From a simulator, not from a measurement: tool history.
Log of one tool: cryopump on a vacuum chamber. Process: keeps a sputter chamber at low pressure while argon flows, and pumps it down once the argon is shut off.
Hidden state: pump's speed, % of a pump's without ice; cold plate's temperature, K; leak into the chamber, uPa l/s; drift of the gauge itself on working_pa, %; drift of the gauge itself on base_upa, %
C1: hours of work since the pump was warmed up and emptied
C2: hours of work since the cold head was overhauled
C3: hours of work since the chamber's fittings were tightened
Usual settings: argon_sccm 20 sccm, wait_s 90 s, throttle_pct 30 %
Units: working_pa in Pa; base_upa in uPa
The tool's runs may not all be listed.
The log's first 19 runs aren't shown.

{"run": 20, "hour": 791.0, "argon_sccm": 9, "wait_s": 45, "throttle_pct": 30, "C1": 368, "C2": 1098, "C3": 127, "working_pa": 0.0491, "base_upa": 2.5}
{"run": 21, "hour": 815.1, "argon_sccm": 9, "wait_s": 45, "throttle_pct": 30, "C1": 379, "C2": 1110, "C3": 138, "working_pa": 0.0485, "base_upa": 2.58}
{"run": 22, "hour": 845.2, "argon_sccm": 20, "wait_s": 90, "throttle_pct": 16, "C1": 393, "C2": 1124, "C3": 152, "working_pa": 0.2059, "base_upa": 1.49}
{"run": 23, "hour": 877.0, "argon_sccm": 20, "wait_s": 90, "throttle_pct": 16, "C1": 408, "C2": 1138, "C3": 167, "working_pa": 0.2059, "base_upa": 1.48}
{"run": 24, "hour": 912.8, "argon_sccm": 11, "wait_s": 90, "throttle_pct": 16, "C1": 425, "C2": 1155, "C3": 183, "working_pa": 0.1131, "base_upa": 1.6}
{"run": 25, "hour": 954.5, "argon_sccm": 16, "wait_s": 224, "throttle_pct": 58, "C1": 444, "C2": 1175, "C3": 203, "working_pa": 0.0474, "base_upa": 0.97}
{"run": 26, "hour": 1007.4, "argon_sccm": 16, "wait_s": 176, "throttle_pct": 53, "C1": 469, "C2": 1199, "C3": 228, "working_pa": 0.0523, "base_upa": 1.04}
{"run": 27, "hour": 1040.4, "argon_sccm": 16, "wait_s": 176, "throttle_pct": 19, "C1": 484, "C2": 1215, "C3": 243, "working_pa": 0.1387, "base_upa": 1.04}
{"run": 28, "hour": 1074.7, "argon_sccm": 13, "wait_s": 136, "throttle_pct": 16, "C1": 500, "C2": 1231, "C3": 259, "working_pa": 0.1343, "base_upa": 1.23}
{"run": 29, "hour": 1107.6, "argon_sccm": 11, "wait_s": 206, "throttle_pct": 33, "C1": 516, "C2": 1246, "C3": 274, "working_pa": 0.0568, "base_upa": 0.96}
{"run": 30, "hour": 1138.8, "argon_sccm": 11, "wait_s": 206, "throttle_pct": 33, "C1": 530, "C2": 1261, "C3": 289, "working_pa": 0.0573, "base_upa": 0.99}
{"run": 31, "hour": 1186.4, "argon_sccm": 11, "wait_s": 206, "throttle_pct": 33, "C1": 552, "C2": 1283, "C3": 311, "working_pa": 0.0571, "base_upa": 1.01}
{"run": 32, "hour": 1225.7, "argon_sccm": 19, "wait_s": 90, "throttle_pct": 30, "C1": 571, "C2": 1301, "C3": 329, "working_pa": 0.1068, "base_upa": 1.64}

The next listed run, before its measurement:
{"run": 33, "hour": 1271.0, "argon_sccm": 19, "wait_s": 81, "throttle_pct": 30, "C1": 592, "C2": 1322, "C3": 350, "working_pa": "?", "base_upa": "?"}

{"run 33": {"working_pa": 0.1065, "base_upa": 1.76}}
Without the tool's hidden state the same run would have given working_pa 0.1009 Pa, base_upa 1.45 uPa.
